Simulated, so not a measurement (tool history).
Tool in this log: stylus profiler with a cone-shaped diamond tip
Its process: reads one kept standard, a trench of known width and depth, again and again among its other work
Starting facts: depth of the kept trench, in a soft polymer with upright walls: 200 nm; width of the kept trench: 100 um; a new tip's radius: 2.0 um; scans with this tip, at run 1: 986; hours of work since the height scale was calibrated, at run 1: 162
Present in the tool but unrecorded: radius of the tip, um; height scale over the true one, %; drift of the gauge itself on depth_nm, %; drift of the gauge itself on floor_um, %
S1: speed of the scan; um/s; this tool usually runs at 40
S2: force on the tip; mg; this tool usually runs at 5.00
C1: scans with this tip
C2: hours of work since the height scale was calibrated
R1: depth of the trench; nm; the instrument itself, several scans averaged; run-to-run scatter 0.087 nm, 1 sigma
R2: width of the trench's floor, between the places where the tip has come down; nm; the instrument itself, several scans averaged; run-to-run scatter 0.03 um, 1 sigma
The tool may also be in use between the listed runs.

run 1 hour=0.0 | S1=40 S2=5.00 | C1=986 C2=162 | R1=203.58 R2=98070
run 2 hour=19.9 | S1=40 S2=5.00 | C1=1037 C2=170 | R1=203.65 R2=98060
run 3 hour=36.5 | S1=40 S2=5.00 | C1=1079 C2=177 | R1=203.59 R2=98060
run 4 hour=46.8 | S1=61 S2=5.00 | C1=1105 C2=182 | R1=203.59 R2=97980
run 5 hour=65.9 | S1=61 S2=5.00 | C1=1154 C2=190 | R1=203.63 R2=97940
run 6 hour=85.3 | S1=61 S2=5.00 | C1=1204 C2=198 | R1=203.66 R2=97920
run 7 hour=95.6 | S1=40 S2=5.00 | C1=1230 C2=202 | R1=203.74 R2=98060
run 8 hour=107.5 | S1=40 S2=5.00 | C1=1261 C2=207 | R1=203.64 R2=98050
run 9 hour=125.6 | S1=40 S2=4.61 | C1=1307 C2=215 | R1=203.41 R2=98060
run 10 hour=143.3 | S1=158 S2=2.92 | C1=1352 C2=222 | R1=202.72 R2=97390
run 11 hour=154.3 | S1=158 S2=2.92 | C1=1380 C2=227 | R1=202.57 R2=97310
run 12 hour=168.0 | S1=158 S2=2.92 | C1=1415 C2=233 | R1=202.61 R2=97340
run 13 hour=191.6 | S1=18 S2=3.33 | C1=1476 C2=243 | R1=202.84 R2=98110
run 14 hour=214.3 | S1=72 S2=3.33 | C1=1534 C2=252 | R1=202.70 R2=97850
run 15 hour=236.6 | S1=83 S2=6.55 | C1=1590 C2=261 | R1=204.24 R2=97930
run 16 hour=251.1 | S1=98 S2=3.71 | C1=1627 C2=268 | R1=202.99 R2=97760
run 17 hour=264.2 | S1=101 S2=2.87 | C1=1661 C2=273 | R1=202.65 R2=97660
run 18 hour=285.6 | S1=101 S2=2.87 | C1=1716 C2=282 | R1=202.59 R2=97620

Below are 5 alternative next runs, each starting from the tool's condition after run 18. Predict each:
run A hour=303.2 | S1=30 S2=12.78 | C1=1761 C2=289 | R1=? R2=?
run B hour=303.2 | S1=101 S2=3.85 | C1=1761 C2=289 | R1=? R2=?
run C hour=303.2 | S1=62 S2=2.57 | C1=1761 C2=289 | R1=? R2=?
run D hour=303.2 | S1=40 S2=9.67 | C1=1761 C2=289 | R1=? R2=?
run E hour=303.2 | S1=40 S2=2.64 | C1=1761 C2=289 | R1=? R2=?

run=A R1=206.83 R2=98170
run=B R1=203.11 R2=97690
run=C R1=202.59 R2=97840
run=D R1=205.53 R2=98060
run=E R1=202.52 R2=97960
With the hidden condition removed and each run's random variation left untouched, the same runs would have given:
run=A R1=206.55 R2=98220
run=B R1=202.84 R2=97750
run=C R1=202.32 R2=97890
run=D R1=205.26 R2=98120
run=E R1=202.25 R2=98010
